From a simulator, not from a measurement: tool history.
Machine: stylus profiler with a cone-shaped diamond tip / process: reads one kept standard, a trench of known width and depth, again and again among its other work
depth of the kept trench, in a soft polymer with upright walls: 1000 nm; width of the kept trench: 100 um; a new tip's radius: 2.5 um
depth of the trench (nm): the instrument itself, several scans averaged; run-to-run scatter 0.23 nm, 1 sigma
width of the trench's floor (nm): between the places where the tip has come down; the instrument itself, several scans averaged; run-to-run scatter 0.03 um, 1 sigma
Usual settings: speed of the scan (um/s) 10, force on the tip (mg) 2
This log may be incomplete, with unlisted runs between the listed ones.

run    hour  speed of the scan (um/s)  force on the tip (mg)  depth of the trench (nm)  width of the trench's floor (nm)
  1       0                        10                      2                   1012.88                             94080
  2    58.7                        10                   0.93                   1009.67                             93960
  3   122.7                        10                   0.93                   1009.45                             93980
  4   163.9                         4                      2                   1013.11                             94030
  5   219.9                         4                      2                   1013.12                             93990
  6   278.6                        10                      2                   1013.43                             93950
  7   307.4                         2                      2                   1013.37                             93970
  8   359.1                        40                      2                   1013.04                             93690
  9     388                         4                      2                   1013.51                             93980
 10   432.8                         4                      2                   1013.15                             93860
 11   464.2                         4                      2                   1013.33                             93840
 12   525.4                        10                   1.52                    1011.9                             93800
 13   593.7                        10                   1.52                   1012.12                             93770
 14   622.8                        10                      2                   1013.61                             93820
 15   683.7                        10                      2                   1013.81                             93740
 16   731.9                         5                      2                   1013.78                             93650
 17   789.5                        10                      2                   1014.11                             93670
 18   849.9                        10                      2                   1013.84                             93650
 19   880.9                        10                      2                   1014.19                             93590
 20   931.5                        10                      2                   1014.01                             93540
 21   984.9                        10                      2                   1014.14                             93580
 22  1033.7                        15                   2.63                   1015.66                             93490
 23  1090.9                         4                    0.7                   1009.72                             93540
 24    1123                         4                    0.7                   1010.15                             93500
 25  1185.8                        10                   1.02                   1011.76                             93380
 26  1248.3                        10                   0.85                   1010.96                             93360
 27  1280.4                         2                   1.17                   1011.94                             93430
     1285.4  -- height scale calibrated on a step standard
 28    1328                         3                   1.87                   1016.62                             93400
 29  1378.1                        33                   0.72                    1012.5                             93020
 30  1411.6                         5                   0.71                    1012.8                             93370
 31  1441.7                        33                    1.6                   1015.83                             93110
 32  1506.5                         6                   2.17                   1017.63                             93280
 33  1535.8                         6                   2.17                   1017.78                             93270
       1558  -- height scale calibrated on a step standard, once more
 34  1600.3                         3                    1.5                   1007.36                             93290
 35  1647.2                         4                    1.2                   1006.53                             93260
 36  1712.4                        13                   1.54                   1007.71                             93120
 37  1749.6                        16                   1.15                   1006.36                             93080
 38  1795.7                        16                   1.15                    1006.6                             93070
 39  1824.9                        16                   1.18                   1006.65                             93060
 40  1862.4                        10                   1.87                   1008.93                             93090
 41  1928.9                        29                   1.87                   1009.15                             92950

Forecast each of these 3 alternatives for the next run:
  A  1971.5                         6                    0.7                         ?                                 ?
  B  1971.5                         9                      2                         ?                                 ?
  C  1971.5                         3                   2.33                         ?                                 ?

run  depth of the trench (nm)  width of the trench's floor (nm)
  A                   1005.04                             93040
  B                   1009.49                             93100
  C                   1010.36                             93110
What these runs would have given with no unlogged condition in the tool:
run  depth of the trench (nm)  width of the trench's floor (nm)
  A                   1004.29                             95920
  B                   1008.73                             95980
  C                   1009.61                             95980

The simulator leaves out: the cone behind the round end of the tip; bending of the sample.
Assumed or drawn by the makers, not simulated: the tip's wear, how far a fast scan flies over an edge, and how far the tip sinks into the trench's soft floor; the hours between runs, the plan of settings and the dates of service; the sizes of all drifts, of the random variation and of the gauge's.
